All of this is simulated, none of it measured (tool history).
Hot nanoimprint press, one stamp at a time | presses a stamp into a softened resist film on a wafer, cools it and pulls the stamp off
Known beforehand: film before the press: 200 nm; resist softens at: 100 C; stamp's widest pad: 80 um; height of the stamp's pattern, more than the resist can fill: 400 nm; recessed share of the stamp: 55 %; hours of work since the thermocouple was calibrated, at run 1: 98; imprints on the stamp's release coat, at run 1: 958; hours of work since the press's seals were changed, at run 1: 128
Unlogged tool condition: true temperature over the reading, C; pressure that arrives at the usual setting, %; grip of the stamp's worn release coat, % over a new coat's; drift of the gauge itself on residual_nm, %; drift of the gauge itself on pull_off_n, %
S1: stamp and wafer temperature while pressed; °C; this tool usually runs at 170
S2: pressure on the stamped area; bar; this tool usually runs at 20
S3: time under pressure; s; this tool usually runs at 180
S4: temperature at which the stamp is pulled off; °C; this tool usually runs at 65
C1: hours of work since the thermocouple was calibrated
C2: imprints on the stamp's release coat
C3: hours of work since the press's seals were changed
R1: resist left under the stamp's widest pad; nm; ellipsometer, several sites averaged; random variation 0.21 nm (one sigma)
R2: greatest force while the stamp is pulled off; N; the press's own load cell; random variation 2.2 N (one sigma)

run,hour,S1,S2,S3,S4,C1,C2,C3,R1,R2
1,0,170,20,180,65,98,958,128,75.2,210
2,11.8,170,20,180,65,107,1015,136,75.3,209
3,24.9,170,20,180,65,116,1078,146,75.5,203
# hour 37.9: stamp cleaned and given a new release coat
4,37.9,170,20,180,67,121,0,151,74.9,198
5,50.6,170,20,153,65,130,61,160,80.3,203
6,60.4,170,20,153,65,137,108,167,80,208
7,74.2,170,20,153,65,148,175,177,80.6,210
8,81.3,170,20,153,65,153,209,182,80.4,203
9,91.5,170,20,315,65,160,259,190,58.9,203
10,103.4,170,20,315,65,169,316,198,59.2,204
11,115.3,170,20,180,65,177,374,207,75,207
12,130.3,167,20,180,65,188,446,218,82.7,205
13,136.9,167,20,180,65,193,478,223,82.9,208
14,146.7,170,20,180,65,200,526,230,75.3,203
15,155.2,170,20,180,65,206,567,236,74.8,205
16,169.5,181,20,180,65,217,636,247,53.3,208
17,180.5,181,20,180,65,225,689,255,53.4,206
18,188.2,181,20,180,65,230,726,260,53.5,204
19,198.1,178,20,180,72,238,774,267,58.5,177
20,211.4,158,14.6,125,61,247,838,277,138.3,219
21,222.1,158,14.6,125,61,255,890,285,137.7,219
22,229.4,170,25.7,180,65,260,926,290,66.7,201
23,240,170,28.1,180,66,268,977,298,64.3,202
24,246.3,170,28.1,180,66,273,1007,302,63.8,203
25,260.5,166,20,180,65,283,1076,313,85.8,205
# hour 273.7: stamp cleaned and given a new release coat
26,274.4,166,20,180,65,289,3,319,85.3,202
27,283.6,166,20,180,65,296,48,325,85.3,204
28,293,170,17.3,283,71,302,94,332,66.3,181
29,302.3,170,30.2,180,59,309,138,339,61.9,227

Alternative continuations, all from the tool just after run 29; predict every row:
A,316.8,170,20.5,180,65,320,208,349,?,?
B,316.8,178,23,180,59,320,208,349,?,?
C,316.8,170,20,130,65,320,208,349,?,?

run,R1,R2
A,74.2,205
B,54.1,229
C,85.9,207
Without the tool's unlogged condition, the same runs would have read:
run,R1,R2
A,74.3,205
B,54.2,229
C,86,207

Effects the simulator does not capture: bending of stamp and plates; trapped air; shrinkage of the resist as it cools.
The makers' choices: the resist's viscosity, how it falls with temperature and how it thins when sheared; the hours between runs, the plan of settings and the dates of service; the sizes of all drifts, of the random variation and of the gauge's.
